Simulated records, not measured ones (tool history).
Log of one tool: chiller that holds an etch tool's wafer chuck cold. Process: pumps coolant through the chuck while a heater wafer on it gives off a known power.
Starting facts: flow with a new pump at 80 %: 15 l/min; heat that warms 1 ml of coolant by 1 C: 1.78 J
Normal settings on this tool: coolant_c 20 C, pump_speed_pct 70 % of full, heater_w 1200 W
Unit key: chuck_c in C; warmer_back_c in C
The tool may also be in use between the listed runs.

| run | hour | coolant_c | pump_speed_pct | heater_w | chuck_c | warmer_back_c |
|---|---|---|---|---|---|---|
| 1 | 0.0 | 20 | 70 | 1200 | 30.6 | 3.23 |
| 2 | 19.1 | 20 | 70 | 711 | 26.5 | 1.88 |
| 3 | 38.9 | 20 | 63 | 1200 | 31.4 | 3.59 |
| 4 | 73.3 | 20 | 70 | 1200 | 30.6 | 3.24 |
| 5 | 102.6 | 29 | 70 | 1200 | 39.8 | 3.24 |
| 6 | 118.2 | 20 | 60 | 1200 | 31.6 | 3.76 |
| 7 | 153.4 | 19 | 83 | 1200 | 28.8 | 2.61 |
| 8 | 169.9 | 18 | 75 | 1238 | 28.7 | 3.08 |
| 9 | 200.8 | 18 | 75 | 1238 | 28.7 | 3.02 |
| 10 | 238.4 | 20 | 85 | 1238 | 30.0 | 2.61 |

Alternative continuations, all from the tool just after run 10; predict every row:
| A | 268.2 | 20 | 85 | 1268 | ? | ? |
| B | 268.2 | 20 | 84 | 1200 | ? | ? |
| C | 268.2 | 23 | 85 | 1238 | ? | ? |
| D | 268.2 | 20 | 93 | 1200 | ? | ? |

| run | chuck_c | warmer_back_c |
|---|---|---|
| A | 30.1 | 2.62 |
| B | 29.7 | 2.56 |
| C | 32.7 | 2.68 |
| D | 29.3 | 2.29 |
Take away the tool's hidden state, keep each run's random variation, and the runs would have read:
| run | chuck_c | warmer_back_c |
|---|---|---|
| A | 27.9 | 2.58 |
| B | 27.6 | 2.52 |
| C | 30.6 | 2.64 |
| D | 27.3 | 2.25 |
